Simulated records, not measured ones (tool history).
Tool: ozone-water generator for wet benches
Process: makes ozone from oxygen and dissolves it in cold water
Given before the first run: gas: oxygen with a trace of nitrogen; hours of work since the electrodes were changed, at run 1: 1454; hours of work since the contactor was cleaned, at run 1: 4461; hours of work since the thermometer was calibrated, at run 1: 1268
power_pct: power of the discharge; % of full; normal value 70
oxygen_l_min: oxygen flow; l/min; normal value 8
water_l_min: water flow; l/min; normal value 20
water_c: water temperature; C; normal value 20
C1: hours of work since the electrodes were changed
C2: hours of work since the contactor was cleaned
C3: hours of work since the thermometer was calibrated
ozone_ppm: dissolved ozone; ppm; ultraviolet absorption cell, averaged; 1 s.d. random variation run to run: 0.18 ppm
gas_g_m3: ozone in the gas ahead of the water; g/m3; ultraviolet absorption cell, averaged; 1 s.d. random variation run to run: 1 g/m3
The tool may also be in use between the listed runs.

Run 1, hour 0: usual settings; C1 1454; C2 4461; C3 1268. Result: ozone_ppm 23.8 ppm, gas_g_m3 177.4 g/m3.
Run 2, hour 51: usual settings but power_pct 42 % of full; C1 1503; C2 4509; C3 1317. Result: ozone_ppm 18.7 ppm, gas_g_m3 138.7 g/m3.
Run 3, hour 88.5: usual settings but power_pct 42 % of full; C1 1538; C2 4544; C3 1352. Result: ozone_ppm 18.5 ppm, gas_g_m3 138.5 g/m3.
Run 4, hour 116.8: usual settings but power_pct 42 % of full; C1 1565; C2 4571; C3 1379. Result: ozone_ppm 18.7 ppm, gas_g_m3 137.3 g/m3.
Run 5, hour 162.4: usual settings but power_pct 42 % of full; C1 1608; C2 4614; C3 1422. Result: ozone_ppm 18.6 ppm, gas_g_m3 136.8 g/m3.
Run 6, hour 210.4: usual settings but power_pct 42 % of full; C1 1653; C2 4660; C3 1467. Result: ozone_ppm 18.6 ppm, gas_g_m3 136.7 g/m3.
Run 7, hour 242.4: usual settings but oxygen_l_min 6.94 l/min, water_l_min 24 l/min, water_c 25 C; C1 1684; C2 4690; C3 1498. Result: ozone_ppm 20.1 ppm, gas_g_m3 193.9 g/m3.
At hour 251: contactor cleaned.
Run 8, hour 276: usual settings but oxygen_l_min 8.76 l/min; C1 1712; C2 24; C3 1526. Result: ozone_ppm 22.9 ppm, gas_g_m3 166.6 g/m3.
Run 9, hour 316.9: usual settings but oxygen_l_min 12.71 l/min, water_l_min 26 l/min; C1 1750; C2 62; C3 1564. Result: ozone_ppm 18.2 ppm, gas_g_m3 134.5 g/m3.
Run 10, hour 362.4: usual settings but oxygen_l_min 12.71 l/min, water_l_min 26 l/min, water_c 18 C; C1 1793; C2 105; C3 1607. Result: ozone_ppm 18.6 ppm, gas_g_m3 132.3 g/m3.
Run 11, hour 385.5: usual settings but power_pct 90 % of full, oxygen_l_min 12.71 l/min, water_l_min 28 l/min, water_c 19 C; C1 1815; C2 127; C3 1629. Result: ozone_ppm 19.8 ppm, gas_g_m3 150.8 g/m3.
At hour 409.4: contactor cleaned, once more.
Run 12, hour 432.9: usual settings but power_pct 58 % of full, oxygen_l_min 12.71 l/min, water_l_min 22 l/min, water_c 19 C; C1 1856; C2 22; C3 1670. Result: ozone_ppm 19.8 ppm, gas_g_m3 121.1 g/m3.

Hidden state at the last listed run before each entry between runs and at the first one after, where it differs:
Run 7 -> run 8: contactor cleaned (hour 251)
  contactor's efficiency, % of a clean one's: 89.9 -> 84.5
  measured minus no-state result, ozone_ppm: -1.6 -> -2.4 ppm; gas_g_m3: -5.6 -> -4.9 g/m3
Run 11 -> run 12: contactor cleaned, once more (hour 409.4)
  yield of the discharge, % of new electrodes': 97 -> 96.9; contactor's efficiency, % of a clean one's: 84.3 -> 99.5
  measured minus no-state result, ozone_ppm: -2.4 -> -0.6 ppm; gas_g_m3: -5.3 -> -3.5 g/m3
